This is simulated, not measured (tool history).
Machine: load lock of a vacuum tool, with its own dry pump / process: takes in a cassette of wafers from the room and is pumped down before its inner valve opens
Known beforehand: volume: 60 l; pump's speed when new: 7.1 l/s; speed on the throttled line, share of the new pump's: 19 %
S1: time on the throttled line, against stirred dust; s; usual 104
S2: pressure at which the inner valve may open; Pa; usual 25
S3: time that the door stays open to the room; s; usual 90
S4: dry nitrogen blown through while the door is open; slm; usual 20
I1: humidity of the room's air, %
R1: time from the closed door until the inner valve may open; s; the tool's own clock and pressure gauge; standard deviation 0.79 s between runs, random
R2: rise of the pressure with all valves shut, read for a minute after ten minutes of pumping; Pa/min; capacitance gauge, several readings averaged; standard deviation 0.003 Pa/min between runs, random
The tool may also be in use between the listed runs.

| run | hour | S1 | S2 | S3 | S4 | I1 | R1 | R2 |
|---|---|---|---|---|---|---|---|---|
| 1 | 0 | 104 | 25 | 90 | 20 | 43.9 | 155.6 | 0.156 |
| 2 | 285.6 | 104 | 25 | 90 | 20 | 44 | 155.5 | 0.162 |
| 3 | 486 | 104 | 25 | 90 | 20 | 44 | 156.2 | 0.167 |
| 4 | 782.6 | 104 | 25 | 80 | 20 | 41.4 | 155.9 | 0.181 |
| 5 | 1021.6 | 104 | 25 | 80 | 20 | 49.8 | 156.6 | 0.182 |
| 6 | 1191.9 | 104 | 25 | 80 | 20 | 45.9 | 156.6 | 0.183 |
| 7 | 1486.7 | 104 | 25 | 150 | 20 | 46.3 | 157.6 | 0.216 |
| 8 | 1761.7 | 104 | 25 | 150 | 20 | 47.2 | 156.9 | 0.224 |
| 9 | 1950.4 | 104 | 25 | 150 | 20 | 44.8 | 157 | 0.224 |
| 10 | 2252.6 | 104 | 25 | 90 | 20 | 43.6 | 157.1 | 0.217 |
| 11 | 2478.6 | 104 | 25 | 90 | 20 | 46.3 | 158.1 | 0.224 |
| 12 | 2792.7 | 104 | 25 | 90 | 20 | 47.6 | 158.4 | 0.241 |
| 13 | 3121.9 | 104 | 25 | 90 | 42 | 47.8 | 157.4 | 0.234 |
| 14 | 3441.3 | 72 | 25 | 90 | 26 | 44.3 | 132.5 | 0.25 |
| 15 | 3799.2 | 72 | 25 | 90 | 7 | 44.6 | 134.8 | 0.301 |
| 16 | 4000.8 | 72 | 25 | 90 | 7 | 45.6 | 134.1 | 0.305 |
| 17 | 4360 | 104 | 25 | 203 | 20 | 44.5 | 158.8 | 0.316 |
| 18 | 4583.3 | 104 | 23 | 90 | 9 | 44.1 | 160.9 | 0.312 |
| 19 | 4800.2 | 104 | 21 | 26 | 39 | 43.9 | 160.9 | 0.281 |
| 20 | 5173.4 | 177 | 26 | 27 | 39 | 43.7 | 216.4 | 0.296 |
| 21 | 5538.2 | 104 | 30 | 28 | 37 | 44.5 | 158.3 | 0.306 |
| 22 | 5734.8 | 164 | 21 | 26 | 12 | 47.2 | 207.7 | 0.331 |
| 23 | 6056.7 | 164 | 21 | 26 | 12 | 45.5 | 209.5 | 0.339 |

Alternative continuations, all from the tool just after run 23; predict every row:
| A | 6392 | 104 | 46 | 90 | 16 | 47.2 | ? | ? |
| B | 6392 | 164 | 21 | 26 | 9 | 44.4 | ? | ? |
| C | 6392 | 119 | 21 | 115 | 4 | 42.9 | ? | ? |
| D | 6392 | 164 | 27 | 26 | 12 | 44.7 | ? | ? |
| E | 6392 | 104 | 25 | 90 | 18 | 43.6 | ? | ? |

| run | R1 | R2 |
|---|---|---|
| A | 156.7 | 0.37 |
| B | 209 | 0.35 |
| C | 174.8 | 0.413 |
| D | 207.4 | 0.351 |
| E | 160.1 | 0.367 |
What these runs would have given with no unlogged condition in the tool:
| run | R1 | R2 |
|---|---|---|
| A | 150 | 0.044 |
| B | 203.1 | 0.024 |
| C | 167.7 | 0.083 |
| D | 201.9 | 0.021 |
| E | 152.8 | 0.038 |
